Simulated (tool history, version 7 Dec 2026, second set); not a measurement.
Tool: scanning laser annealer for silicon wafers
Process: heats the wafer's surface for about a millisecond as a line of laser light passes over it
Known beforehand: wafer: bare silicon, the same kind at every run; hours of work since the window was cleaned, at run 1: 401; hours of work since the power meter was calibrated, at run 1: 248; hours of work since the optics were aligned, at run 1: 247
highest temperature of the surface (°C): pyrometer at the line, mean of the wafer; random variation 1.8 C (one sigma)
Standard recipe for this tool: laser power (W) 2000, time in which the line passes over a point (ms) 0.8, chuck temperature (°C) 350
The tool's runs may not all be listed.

run	hour	laser power (W)	time in which the line passes over a point (ms)	chuck temperature (°C)	hours of work since the window was cleaned	hours of work since the power meter was calibrated	hours of work since the optics were aligned	highest temperature of the surface (°C)
1	0	2000	0.8	350	401	248	247	1036
2	10.2	2000	0.8	350	408	255	253	1036
3	17.8	2000	0.8	350	412	260	258	1037
4	26	2000	0.8	350	418	265	264	1036
5	33.2	2000	0.8	350	423	270	269	1031
6	40.7	1775	0.8	350	427	275	273	958
7	49.3	2000	0.8	330	433	280	279	1012
8	54.4	2000	0.8	330	437	284	282	1017
9	60.8	2000	0.8	350	441	288	287	1032
10	69.1	2000	0.8	350	446	293	292	1035
11	76.3	2000	0.8	350	451	298	297	1034
12	83.2	2000	0.8	350	455	302	301	1035
13	90.5	2000	0.8	316	460	307	306	1001
# hour 98.1: window over the wafer cleaned
14	99.9	2000	0.8	316	1	312	311	986
15	105.2	2000	0.8	316	5	316	314	988
16	113.5	2000	0.603	316	10	321	320	901
17	118	1755	0.64	370	13	324	323	896
18	124.6	1719	0.835	341	17	328	327	932
# hour 133.7: window over the wafer cleaned, once more
19	135.1	1719	0.835	341	1	334	333	956
20	141.3	1719	0.835	341	5	338	337	957
21	151.4	1841	0.738	388	12	345	343	1006
22	161	1841	0.738	381	18	351	350	996
23	166.8	1841	0.738	381	22	355	354	997
24	173.1	1798	0.7	350	26	359	358	935
25	181.4	1798	0.7	350	31	364	363	937
26	186.9	1798	0.801	350	35	368	367	977
27	193.4	2151	0.599	350	39	372	371	998
28	202.1	2191	0.599	383	45	378	377	1042
29	209	2191	0.599	337	49	382	381	1001
30	214.2	2000	0.8	379	53	386	385	1078

Some steps in highest temperature of the surface (°C) between neighbouring runs. How much of each would the tool show without its hidden state too (settings, what came in, random variation), and how much is left for the hidden state, with any gauge scatter that isn't in both results?
The tool's hidden condition here consists of: light that passes the window, % of a clean one's; laser's true power over the reading, %; width of the line over the set one, %; drift of the gauge itself on peak_c, C.
Run 5 -> 6: laser power (W) 2000 -> 1775. highest temperature of the surface (°C) -73: hidden state +2, all else -75.
Run 13 -> 14: window over the wafer cleaned. highest temperature of the surface (°C) -15: hidden state -12, all else -3.
Run 15 -> 16: time in which the line passes over a point (ms) 0.8 -> 0.603. highest temperature of the surface (°C) -87: hidden state +4, all else -91.
Run 18 -> 19: window over the wafer cleaned, once more. highest temperature of the surface (°C) +24: hidden state +25, all else -1.
Run 29 -> 30: laser power (W) 2191 -> 2000, time in which the line passes over a point (ms) 0.599 -> 0.8, chuck temperature (°C) 337 -> 379. highest temperature of the surface (°C) +77: hidden state -1, all else +78.
